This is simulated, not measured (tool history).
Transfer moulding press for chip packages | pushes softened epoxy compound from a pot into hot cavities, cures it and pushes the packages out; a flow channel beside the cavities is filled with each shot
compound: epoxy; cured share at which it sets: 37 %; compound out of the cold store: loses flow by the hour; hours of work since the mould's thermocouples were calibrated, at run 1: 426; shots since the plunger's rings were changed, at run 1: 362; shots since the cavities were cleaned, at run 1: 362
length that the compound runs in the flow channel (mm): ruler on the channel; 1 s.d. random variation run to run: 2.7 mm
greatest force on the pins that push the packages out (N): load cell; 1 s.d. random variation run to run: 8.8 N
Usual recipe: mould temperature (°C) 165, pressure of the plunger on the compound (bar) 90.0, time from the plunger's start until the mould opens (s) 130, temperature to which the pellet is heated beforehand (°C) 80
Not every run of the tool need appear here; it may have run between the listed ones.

run   hour  mould temperature (°C)  pressure of the plunger on the compound (bar)  time from the plunger's start until the mould opens (s)  temperature to which the pellet is heated beforehand (°C)  hours of work since the mould's thermocouples were calibrated  shots since the plunger's rings were changed  shots since the cavities were cleaned  incoming compound's hours out of the cold store  length that the compound runs in the flow channel (mm)  greatest force on the pins that push the packages out (N)
  1    0.0                     165                                           90.0                                                      130                                                         80                                                            426                                           362                                    362                                             41.9                                                     677                                                        620
      24.7  -- cavities cleaned with cleaning compound and waxed
  2   41.3                     170                                           90.0                                                      130                                                         80                                                            453                                           750                                    161                                             44.5                                                     658                                                        462
  3   79.8                     165                                           90.0                                                      130                                                         80                                                            479                                          1126                                    537                                             43.0                                                     666                                                        674
      86.3  -- cavities cleaned with cleaning compound and waxed
  4   99.4                     165                                           90.0                                                      130                                                         80                                                            491                                          1303                                    128                                             36.8                                                     683                                                        493
  5  118.7                     165                                           90.0                                                      130                                                         80                                                            505                                          1491                                    316                                             17.9                                                     713                                                        641
     149.8  -- cavities cleaned with cleaning compound and waxed
  6  153.6                     165                                           81.3                                                      130                                                         80                                                            527                                          1816                                     37                                             39.4                                                     639                                                        408
  7  173.8                     165                                           90.0                                                      130                                                         80                                                            541                                          2013                                    234                                             27.4                                                     695                                                        579
     212.4  -- cavities cleaned with cleaning compound and waxed
  8  212.4                     165                                           94.0                                                      130                                                         80                                                            566                                          2376                                      0                                             38.6                                                     681                                                        384
     229.8  -- plunger's sealing rings changed
  9  247.9                     165                                           90.0                                                      130                                                         80                                                            588                                           177                                    321                                             28.5                                                     701                                                        639
     276.1  -- cavities cleaned with cleaning compound and waxed
 10  287.0                     165                                           90.0                                                      130                                                         80                                                            614                                           543                                    105                                             26.8                                                     698                                                        480
 11  312.6                     165                                           90.0                                                      130                                                         80                                                            631                                           793                                    355                                             16.7                                                     728                                                        638
 12  333.8                     165                                           90.0                                                      130                                                         80                                                            645                                          1000                                    562                                             45.3                                                     665                                                        665
     338.1  -- cavities cleaned with cleaning compound and waxed
 13  364.8                     165                                           90.0                                                      130                                                         80                                                            665                                          1288                                    261                                             35.0                                                     675                                                        565
     379.9  -- mould's thermocouples calibrated
     401.0  -- cavities cleaned with cleaning compound and waxed
 14  401.0                     165                                           90.0                                                      130                                                         80                                                             13                                          1607                                      0                                             26.9                                                     702                                                        391
 15  417.8                     165                                           90.0                                                      130                                                         80                                                             25                                          1771                                    164                                             44.2                                                     663                                                        536
 16  453.7                     171                                           90.0                                                      130                                                         80                                                             49                                          2120                                    513                                             33.3                                                     667                                                        588
     462.4  -- cavities cleaned with cleaning compound and waxed
 17  472.0                     165                                           74.1                                                      130                                                         80                                                             60                                          2285                                     94                                             16.2                                                     651                                                        513
     496.9  -- plunger's sealing rings changed
 18  514.8                     165                                           74.1                                                      130                                                         80                                                             88                                           175                                    487                                             32.8                                                     633                                                        705
     526.5  -- cavities cleaned with cleaning compound and waxed
 19  534.4                     165                                           74.1                                                      130                                                         80                                                            100                                           351                                     77                                             44.7                                                     613                                                        464
 20  566.7                     164                                           74.1                                                      139                                                         74                                                            122                                           666                                    392                                              9.2                                                     675                                                        689
     589.5  -- cavities cleaned with cleaning compound and waxed
 21  606.9                     165                                           95.8                                                      130                                                         80                                                            148                                          1044                                    170                                             30.9                                                     717                                                        534
 22  625.3                     165                                          106.7                                                      163                                                         80                                                            160                                          1223                                    349                                             22.3                                                     777                                                        538
 23  643.3                     165                                          100.0                                                      116                                                         80                                                            173                                          1399                                    525                                             27.1                                                     738                                                        840
     651.0  -- cavities cleaned with cleaning compound and waxed
 24  661.8                     165                                          100.0                                                      116                                                         80                                                            184                                          1564                                    105                                             41.8                                                     704                                                        608
 25  680.3                     157                                           85.3                                                      116                                                         80                                                            197                                          1745                                    286                                             34.2                                                     687                                                       1301
     713.0  -- cavities cleaned with cleaning compound and waxed
 26  720.4                     157                                           85.3                                                      116                                                         80                                                            223                                          2121                                     72                                             20.2                                                     715                                                       1023
 27  753.6                     157                                           85.3                                                      116                                                         80                                                            245                                          2445                                    396                                             36.5                                                     685                                                       1434

Consider 3 possible next runs. They are alternatives, not a sequence: every one starts from the tool as it was left by run 27. What does each give?
     765.4  -- plunger's sealing rings changed
     778.0  -- cavities cleaned with cleaning compound and waxed
  A  782.4                     165                                           70.6                                                      130                                                         80                                                            262                                           151                                     43                                             33.7                                                       ?                                                          ?
     765.4  -- plunger's sealing rings changed
     778.0  -- cavities cleaned with cleaning compound and waxed
  B  782.4                     165                                           90.0                                                      151                                                         85                                                            262                                           151                                     43                                             20.8                                                       ?                                                          ?
     765.4  -- plunger's sealing rings changed
     778.0  -- cavities cleaned with cleaning compound and waxed
  C  782.4                     159                                           85.3                                                      126                                                         80                                                            262                                           151                                     43                                             11.6                                                       ?                                                          ?

run  length that the compound runs in the flow channel (mm)  greatest force on the pins that push the packages out (N)
  A                                                     612                                                        415
  B                                                     715                                                        379
  C                                                     736                                                        690
What these runs would have given with no unlogged condition in the tool:
run  length that the compound runs in the flow channel (mm)  greatest force on the pins that push the packages out (N)
  A                                                     615                                                        378
  B                                                     719                                                        340
  C                                                     741                                                        640

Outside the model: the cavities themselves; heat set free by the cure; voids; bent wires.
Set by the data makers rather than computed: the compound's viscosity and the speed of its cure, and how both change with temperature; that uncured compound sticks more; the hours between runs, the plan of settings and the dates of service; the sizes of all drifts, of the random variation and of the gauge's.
